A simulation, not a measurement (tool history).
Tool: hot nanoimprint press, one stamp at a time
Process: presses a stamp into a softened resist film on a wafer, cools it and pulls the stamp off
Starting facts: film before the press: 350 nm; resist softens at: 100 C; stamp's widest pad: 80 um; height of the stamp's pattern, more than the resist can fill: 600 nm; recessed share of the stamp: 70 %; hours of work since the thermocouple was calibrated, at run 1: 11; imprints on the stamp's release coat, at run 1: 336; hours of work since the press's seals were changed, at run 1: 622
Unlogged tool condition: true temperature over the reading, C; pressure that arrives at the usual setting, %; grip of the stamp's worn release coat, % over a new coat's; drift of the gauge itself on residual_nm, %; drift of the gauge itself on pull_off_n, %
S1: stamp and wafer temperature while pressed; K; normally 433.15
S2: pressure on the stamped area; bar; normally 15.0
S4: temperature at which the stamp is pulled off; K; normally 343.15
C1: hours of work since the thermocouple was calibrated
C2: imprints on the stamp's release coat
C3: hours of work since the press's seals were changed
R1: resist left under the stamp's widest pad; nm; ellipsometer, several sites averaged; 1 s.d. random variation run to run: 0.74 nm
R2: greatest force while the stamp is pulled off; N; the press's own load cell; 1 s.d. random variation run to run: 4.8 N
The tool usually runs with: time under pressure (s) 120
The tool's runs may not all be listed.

Run 1, day 0.000: usual settings; C1 11; C2 336; C3 622. Result: R1 165.0 nm, R2 243 N.
Run 2, day 2.008: usual settings; C1 47; C2 459; C3 658. Result: R1 165.9 nm, R2 242 N.
Run 3, day 4.638: usual settings; C1 93; C2 621; C3 704. Result: R1 164.5 nm, R2 234 N.
Run 4, day 7.167: usual settings; C1 138; C2 777; C3 749. Result: R1 165.7 nm, R2 242 N.
Run 5, day 8.400: usual settings but S2 10.6 bar; C1 160; C2 852; C3 770. Result: R1 198.6 nm, R2 236 N.
Run 6, day 10.004: usual settings; C1 188; C2 951; C3 799. Result: R1 166.2 nm, R2 237 N.
Run 7, day 11.954: usual settings; C1 222; C2 1071; C3 833. Result: R1 166.8 nm, R2 237 N.
At day 13.008: press's hydraulic seals changed and the load cell set to zero.
Run 8, day 14.417: usual settings but S1 441.15 K; C1 260; C2 1202; C3 25. Result: R1 115.2 nm, R2 238 N.
Run 9, day 16.471: usual settings but S1 441.15 K; C1 296; C2 1328; C3 61. Result: R1 115.7 nm, R2 230 N.
Run 10, day 18.475: usual settings but S1 421.15 K, time under pressure (s) 98, S4 332.15 K; C1 331; C2 1451; C3 96. Result: R1 283.1 nm, R2 283 N.
Run 11, day 20.129: usual settings but S1 421.15 K, time under pressure (s) 98, S4 332.15 K; C1 361; C2 1553; C3 126. Result: R1 283.7 nm, R2 284 N.
At day 20.579: plate thermocouple calibrated.
Run 12, day 22.758: usual settings but S1 421.15 K, time under pressure (s) 98, S4 332.15 K; C1 38; C2 1707; C3 170. Result: R1 286.5 nm, R2 294 N.
Run 13, day 24.975: usual settings but S1 421.15 K, time under pressure (s) 98, S4 332.15 K; C1 78; C2 1844; C3 209. Result: R1 285.5 nm, R2 277 N.
Run 14, day 26.871: usual settings but S1 440.15 K, S2 16.1 bar, time under pressure (s) 212, S4 342.15 K; C1 111; C2 1960; C3 242. Result: R1 95.5 nm, R2 242 N.
Run 15, day 28.583: usual settings but S1 440.15 K, S2 16.1 bar, time under pressure (s) 212, S4 342.15 K; C1 141; C2 2065; C3 273. Result: R1 94.8 nm, R2 230 N.
Run 16, day 30.317: usual settings but S1 430.15 K, S2 13.6 bar, time under pressure (s) 188, S4 347.15 K; C1 172; C2 2172; C3 303. Result: R1 175.8 nm, R2 221 N.
Run 17, day 31.633: usual settings but S2 11.3 bar, S4 344.15 K; C1 195; C2 2253; C3 327. Result: R1 195.6 nm, R2 230 N.

Branching from run 17: 4 alternative next runs. What would each branch give?
Run A, day 34.329: usual settings but S1 442.15 K, S2 15.6 bar, S4 333.15 K; C1 243; C2 2419; C3 374. Result: R1 ?, R2 ?.
Run B, day 34.329: usual settings but S1 443.15 K, time under pressure (s) 87, S4 336.15 K; C1 243; C2 2419; C3 374. Result: R1 ?, R2 ?.
Run C, day 34.329: usual settings but time under pressure (s) 180; C1 243; C2 2419; C3 374. Result: R1 ?, R2 ?.
Run D, day 34.329: usual settings but S1 435.15 K, S2 11.5 bar, S4 339.15 K; C1 243; C2 2419; C3 374. Result: R1 ?, R2 ?.

run     R1   R2
  A  107.9  276
  B  118.0  265
  C  146.4  241
  D  178.5  257
With the hidden condition removed and each run's random variation left untouched, the same runs would have given:
run     R1   R2
  A  106.1  274
  B  116.1  263
  C  144.0  239
  D  175.5  255

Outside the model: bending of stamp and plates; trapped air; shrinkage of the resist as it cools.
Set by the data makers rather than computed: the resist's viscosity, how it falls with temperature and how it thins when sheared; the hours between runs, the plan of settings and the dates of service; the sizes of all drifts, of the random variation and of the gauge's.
